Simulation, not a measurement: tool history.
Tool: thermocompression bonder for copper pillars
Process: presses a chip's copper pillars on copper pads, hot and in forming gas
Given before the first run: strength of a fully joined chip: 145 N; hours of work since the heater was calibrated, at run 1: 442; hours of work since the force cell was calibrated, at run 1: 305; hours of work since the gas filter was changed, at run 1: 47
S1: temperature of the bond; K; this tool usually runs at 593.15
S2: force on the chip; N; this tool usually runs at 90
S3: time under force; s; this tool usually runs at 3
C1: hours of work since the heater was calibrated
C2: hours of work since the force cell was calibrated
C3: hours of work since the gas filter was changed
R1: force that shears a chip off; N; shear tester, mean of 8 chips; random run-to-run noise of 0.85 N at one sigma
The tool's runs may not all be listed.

{"run": 1, "hour": 0.0, "S1": 593.15, "S2": 90, "S3": 3, "C1": 442, "C2": 305, "C3": 47, "R1": 62.7}
{"run": 2, "hour": 7.6, "S1": 593.15, "S2": 111, "S3": 3, "C1": 446, "C2": 310, "C3": 52, "R1": 73.7}
{"run": 3, "hour": 25.4, "S1": 593.15, "S2": 111, "S3": 3, "C1": 457, "C2": 321, "C3": 62, "R1": 71.2}
{"run": 4, "hour": 34.2, "S1": 603.15, "S2": 111, "S3": 3, "C1": 462, "C2": 326, "C3": 68, "R1": 81.5}
{"run": 5, "hour": 49.7, "S1": 603.15, "S2": 111, "S3": 3, "C1": 472, "C2": 336, "C3": 77, "R1": 80.7}
{"run": 6, "hour": 61.4, "S1": 603.15, "S2": 111, "S3": 3, "C1": 479, "C2": 343, "C3": 84, "R1": 79.3}
{"hour": 65.1, "done": "heater calibrated with a thermocouple chip"}
{"run": 7, "hour": 71.9, "S1": 603.15, "S2": 111, "S3": 3, "C1": 4, "C2": 348, "C3": 89, "R1": 81.5}

The next listed run, before its measurement:
{"run": 8, "hour": 82.9, "S1": 603.15, "S2": 111, "S3": 3, "C1": 11, "C2": 354, "C3": 96, "R1": "?"}

R1: 79 N
Were there no unlogged condition in the tool, this run, its random variation unchanged, would have produced R1 89.2 N.

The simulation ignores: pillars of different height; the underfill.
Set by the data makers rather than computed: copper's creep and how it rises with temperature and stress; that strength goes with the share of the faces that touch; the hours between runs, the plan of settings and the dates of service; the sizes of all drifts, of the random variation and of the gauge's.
